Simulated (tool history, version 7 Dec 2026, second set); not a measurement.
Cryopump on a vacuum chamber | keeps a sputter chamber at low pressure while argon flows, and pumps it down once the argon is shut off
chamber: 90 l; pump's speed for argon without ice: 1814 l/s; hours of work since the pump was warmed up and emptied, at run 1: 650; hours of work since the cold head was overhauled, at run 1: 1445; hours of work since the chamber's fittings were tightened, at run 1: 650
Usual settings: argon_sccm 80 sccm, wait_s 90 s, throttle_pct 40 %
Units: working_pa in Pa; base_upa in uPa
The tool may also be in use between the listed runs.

| run | hour | argon_sccm | wait_s | throttle_pct | hours of work since the pump was warmed up and emptied | hours of work since the cold head was overhauled | hours of work since the chamber's fittings were tightened | working_pa | base_upa |
|---|---|---|---|---|---|---|---|---|---|
| 1 | 0.0 | 80 | 90 | 40 | 650 | 1445 | 650 | 0.2116 | 0.98 |
| 2 | 44.8 | 80 | 90 | 40 | 678 | 1473 | 678 | 0.2134 | 1.04 |
| 3 | 78.6 | 80 | 90 | 40 | 699 | 1494 | 699 | 0.2162 | 1.04 |
| 4 | 152.8 | 80 | 90 | 40 | 746 | 1541 | 746 | 0.2186 | 1.14 |
| 5 | 200.1 | 80 | 90 | 40 | 776 | 1571 | 776 | 0.2196 | 1.10 |
|  | 235.2 | pump warmed up, emptied and cooled again |
| 6 | 269.8 | 80 | 90 | 40 | 22 | 1612 | 817 | 0.1893 | 0.93 |
| 7 | 302.0 | 80 | 90 | 40 | 42 | 1632 | 837 | 0.1890 | 0.96 |
| 8 | 362.1 | 63 | 75 | 16 | 80 | 1670 | 875 | 0.3660 | 1.02 |
| 9 | 431.4 | 80 | 80 | 59 | 124 | 1714 | 919 | 0.1309 | 1.05 |
| 10 | 502.4 | 102 | 90 | 21 | 169 | 1759 | 964 | 0.4612 | 1.05 |
| 11 | 547.4 | 56 | 90 | 16 | 197 | 1787 | 992 | 0.3323 | 1.09 |
| 12 | 623.7 | 80 | 103 | 23 | 245 | 1835 | 1040 | 0.3319 | 1.09 |
| 13 | 663.3 | 80 | 90 | 32 | 270 | 1860 | 1065 | 0.2421 | 1.13 |
| 14 | 694.7 | 147 | 61 | 23 | 290 | 1880 | 1085 | 0.6119 | 1.29 |

Forecast each of these 5 alternatives for the next run:
| A | 756.5 | 147 | 34 | 18 | 329 | 1919 | 1124 | ? | ? |
| B | 756.5 | 63 | 66 | 49 | 329 | 1919 | 1124 | ? | ? |
| C | 756.5 | 147 | 61 | 21 | 329 | 1919 | 1124 | ? | ? |
| D | 756.5 | 147 | 57 | 23 | 329 | 1919 | 1124 | ? | ? |
| E | 756.5 | 147 | 61 | 28 | 329 | 1919 | 1124 | ? | ? |

| run | working_pa | base_upa |
|---|---|---|
| A | 0.7847 | 1.72 |
| B | 0.1295 | 1.30 |
| C | 0.6776 | 1.38 |
| D | 0.6177 | 1.45 |
| E | 0.5101 | 1.35 |
Without the tool's hidden state the same runs would have given:
| run | working_pa | base_upa |
|---|---|---|
| A | 0.7619 | 1.08 |
| B | 0.1197 | 0.65 |
| C | 0.6547 | 0.71 |
| D | 0.5950 | 0.78 |
| E | 0.4874 | 0.70 |
